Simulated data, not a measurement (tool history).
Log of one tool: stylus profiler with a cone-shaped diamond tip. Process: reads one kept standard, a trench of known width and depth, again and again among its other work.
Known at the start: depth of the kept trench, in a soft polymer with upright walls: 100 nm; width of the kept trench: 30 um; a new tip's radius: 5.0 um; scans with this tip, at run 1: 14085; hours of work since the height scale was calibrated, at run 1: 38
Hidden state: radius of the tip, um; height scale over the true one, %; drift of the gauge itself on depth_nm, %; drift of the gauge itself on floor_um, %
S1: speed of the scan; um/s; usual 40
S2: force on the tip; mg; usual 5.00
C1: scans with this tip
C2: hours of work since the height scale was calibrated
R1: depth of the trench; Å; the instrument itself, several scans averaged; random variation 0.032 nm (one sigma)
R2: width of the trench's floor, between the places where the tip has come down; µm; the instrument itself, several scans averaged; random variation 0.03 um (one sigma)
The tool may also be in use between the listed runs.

run    hour   S1     S2     C1   C2      R1     R2
  1     0.0   40   5.00  14085   38  1025.1  26.92
  2    24.1   40   5.00  14252   51  1025.4  26.92
  3    65.0   37   5.00  14535   73  1024.2  26.88
  4   103.8   37   5.00  14803   94  1025.0  26.86
  5   138.1   37   5.00  15041  112  1024.5  26.90
  6   189.7   37   5.00  15397  140  1025.2  26.87
  7   242.1   37   5.00  15760  168  1024.5  26.83
  8   292.3   37   5.00  16107  195  1024.1  26.76
  9   322.9   37   5.00  16319  211  1023.8  26.81
 10   374.8   37   5.00  16677  239  1024.1  26.75
      412.8  -- new tip fitted, height scale calibrated
 11   423.7   37   5.00     75    6  1025.7  27.91
 12   446.0   40   4.48    229   18  1023.2  27.95
 13   486.2   40   4.48    507   39  1023.5  27.88
 14   523.2   40   3.27    763   59  1018.9  27.85
 15   553.2   40   3.27    971   75  1019.3  27.82
 16   586.1   40   3.27   1198   93  1019.2  27.80
 17   621.7   40   3.27   1445  112  1018.2  27.75
 18   644.0   40   3.27   1598  124  1018.4  27.78
 19   676.6   40   6.82   1824  142  1031.0  27.73
 20   705.9   40   5.00   2027  157  1024.8  27.74
 21   753.7   40   6.31   2357  183  1029.2  27.75
 22   793.2   35   5.00   2631  204  1025.4  27.71
 23   815.2   35   5.00   2783  216  1025.2  27.69
 24   851.9   35   5.00   3037  236  1025.0  27.65
 25   876.4   12   9.56   3206  249  1038.4  27.69
 26   917.2   12   9.56   3488  271  1038.3  27.71
 27   940.9   40   3.28   3652  284  1018.4  27.58
 28   967.7   11   2.95   3837  298  1016.7  27.66
 29  1007.0   11   2.95   4109  319  1017.1  27.61
 30  1038.1  100  11.01   4325  336  1041.7  27.52
 31  1071.1   47  10.78   4553  353  1041.3  27.51
 32  1103.2   47  10.78   4775  371  1041.3  27.53
 33  1142.7   47  10.78   5048  392  1041.0  27.54
 34  1170.9   67  12.92   5243  407  1046.9  27.49
 35  1207.9   67  12.92   5499  427  1046.9  27.50
 36  1256.2   67  12.92   5833  453  1046.4  27.45
 37  1307.1   67  12.92   6185  480  1047.0  27.37
 38  1338.4   51   3.98   6401  497  1020.8  27.44
 39  1362.3   51   3.98   6566  510  1020.2  27.33
 40  1389.2   51   3.98   6753  524  1020.9  27.36
 41  1431.7   51   3.98   7047  547  1020.6  27.30
 42  1464.4   17   5.00   7273  565  1023.6  27.39
 43  1508.7   35   8.17   7579  588  1033.5  27.30
 44  1544.4   70   5.64   7826  607  1025.8  27.23
 45  1594.8   17   6.78   8175  635  1029.0  27.34

3 ways to go on from here, each from the tool as it stands after run 45. What would each give?
  A  1623.9  83  14.96  8376  650   ?   ?
  B  1623.9  40   6.53  8376  650   ?   ?
  C  1623.9  17   3.65  8376  650   ?   ?

run      R1     R2
  A  1051.1  27.27
  B  1028.9  27.24
  C  1018.7  27.30
Without the tool's hidden state the same runs would have given:
run      R1     R2
  A  1052.7  27.94
  B  1030.5  27.92
  C  1020.2  27.98
